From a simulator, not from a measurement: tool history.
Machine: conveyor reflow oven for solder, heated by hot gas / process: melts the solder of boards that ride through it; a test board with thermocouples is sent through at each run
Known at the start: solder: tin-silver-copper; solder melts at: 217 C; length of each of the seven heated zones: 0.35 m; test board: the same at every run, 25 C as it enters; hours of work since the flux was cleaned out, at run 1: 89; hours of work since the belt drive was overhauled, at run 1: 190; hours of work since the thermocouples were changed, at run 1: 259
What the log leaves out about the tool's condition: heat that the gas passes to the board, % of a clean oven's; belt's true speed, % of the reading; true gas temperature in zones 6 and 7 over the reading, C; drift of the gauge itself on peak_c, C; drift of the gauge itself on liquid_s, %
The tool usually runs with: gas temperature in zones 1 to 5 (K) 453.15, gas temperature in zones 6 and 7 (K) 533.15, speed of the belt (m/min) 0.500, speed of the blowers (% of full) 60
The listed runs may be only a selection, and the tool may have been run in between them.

run	hour	gas temperature in zones 1 to 5 (K)	gas temperature in zones 6 and 7 (K)	speed of the belt (m/min)	speed of the blowers (% of full)	hours of work since the flux was cleaned out	hours of work since the belt drive was overhauled	hours of work since the thermocouples were changed	highest temperature of the board (K)	time above the solder's melting point (s)
1	0.0	453.15	533.15	0.500	60	89	190	259	518.55	59.6
2	13.7	453.15	533.15	0.500	60	99	200	269	519.05	59.7
3	32.0	453.15	533.15	0.500	60	111	213	282	519.05	59.4
4	53.7	453.15	545.15	0.500	60	127	228	297	528.95	67.5
5	67.1	453.15	545.15	0.500	60	136	238	306	529.25	67.4
6	85.1	453.15	527.15	0.500	60	149	250	319	513.75	54.5
7	106.3	453.15	527.15	0.500	60	164	265	334	513.95	54.5
8	130.2	453.15	533.15	0.500	60	181	282	351	518.95	59.7
9	146.1	453.15	533.15	0.500	60	192	294	362	519.35	59.4
10	165.2	453.15	533.15	0.500	53	206	307	376	517.55	57.1
11	189.3	453.15	533.15	0.500	60	223	324	393	518.85	58.6
12	206.7	453.15	533.15	0.500	60	235	337	405	519.35	59.7
13	229.0	453.15	529.15	0.498	75	251	352	421	518.85	61.5
14	243.0	439.15	530.15	0.498	55	261	362	431	512.15	46.6
15	254.4	439.15	530.15	0.498	55	269	370	439	512.25	46.8
16	270.9	453.15	533.15	0.442	60	281	382	451	521.95	72.2
17	286.8	453.15	533.15	0.442	60	292	393	462	521.75	72.7
18	310.5	441.15	529.15	0.500	60	309	410	479	513.25	48.5
19	334.0	441.15	524.15	0.564	60	325	427	496	504.55	31.7
20	354.6	451.15	524.15	0.564	50	340	441	510	504.15	32.3
21	376.5	451.15	524.15	0.564	50	355	457	526	504.55	32.6
22	396.4	451.15	524.15	0.441	50	370	471	540	512.55	59.3

Below are 5 alternative next runs, each starting from the tool's condition after run 22. Predict each:
A	415.3	466.15	524.15	0.400	50	383	484	553	?	?
B	415.3	453.15	530.15	0.404	60	383	484	553	?	?
C	415.3	457.15	544.15	0.441	62	383	484	553	?	?
D	415.3	443.15	524.15	0.413	68	383	484	553	?	?
E	415.3	453.15	533.15	0.494	60	383	484	553	?	?

run	highest temperature of the board (K)	time above the solder's melting point (s)
A	516.45	82.8
B	521.15	79.8
C	533.45	82.7
D	515.55	67.7
E	519.45	61.7
The same runs, with their run-to-run variation unchanged, on a tool lacking any hidden condition would have given:
run	highest temperature of the board (K)	time above the solder's melting point (s)
A	516.45	82.9
B	521.15	79.9
C	533.45	82.8
D	515.55	67.8
E	519.45	61.8
